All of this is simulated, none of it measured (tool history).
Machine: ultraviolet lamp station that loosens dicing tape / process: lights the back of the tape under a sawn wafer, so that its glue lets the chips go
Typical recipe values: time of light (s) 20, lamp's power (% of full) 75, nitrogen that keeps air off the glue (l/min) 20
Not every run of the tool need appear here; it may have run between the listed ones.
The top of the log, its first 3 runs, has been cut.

run     day  time of light (s)  lamp's power (% of full)  nitrogen that keeps air off the glue (l/min)  force that peels the tape off (N)  light that reached the tape (J/m2)
  4   4.954                 20                        75                                             7                              1.603                                4430
  5   6.304                 20                        75                                             7                              1.649                                4400
  6   8.325                 20                        75                                             7                              1.639                                4340
  7   9.742                 20                        75                                             7                              1.655                                4230
  8  11.633                 30                        75                                             7                              0.850                                6310
  9  13.467                 30                        75                                             7                              0.854                                6280
 10  15.383                 30                        75                                             7                              0.898                                6140
 11  16.379                 20                        75                                            20                              1.316                                4060
 12  17.979                 20                        75                                            20                              1.263                                4050
 13  18.979                 20                        75                                            20                              1.324                                3990
 14  20.492                 20                        75                                            20                              1.375                                3970
     21.425  -- window cleaned of glue's vapour
 15  22.117                 20                        75                                            20                              1.538                                3640
 16  24.050                 20                        85                                            20                              1.265                                4070
 17  25.096                 20                        74                                            20                              1.621                                3510
 18  27.046                 20                        74                                            20                              1.633                                3440
 19  28.442                 20                        74                                            20                              1.672                                3400
 20  29.842                 20                        74                                            20                              1.676                                3360
     30.175  -- window cleaned of glue's vapour, once more
 21  31.825                 20                        75                                            20                              1.105                                4410
 22  33.562                 20                        75                                            20                              1.144                                4390

Predict the results of run 23:
 23  34.800                 20                        75                                            20                                  ?                                   ?

force that peels the tape off (N): 1.053
light that reached the tape (J/m2): 4370
If the tool had no hidden condition, the same run with the same run-to-run variation would have returned force that peels the tape off (N) 0.831, light that reached the tape (J/m2) 4970.

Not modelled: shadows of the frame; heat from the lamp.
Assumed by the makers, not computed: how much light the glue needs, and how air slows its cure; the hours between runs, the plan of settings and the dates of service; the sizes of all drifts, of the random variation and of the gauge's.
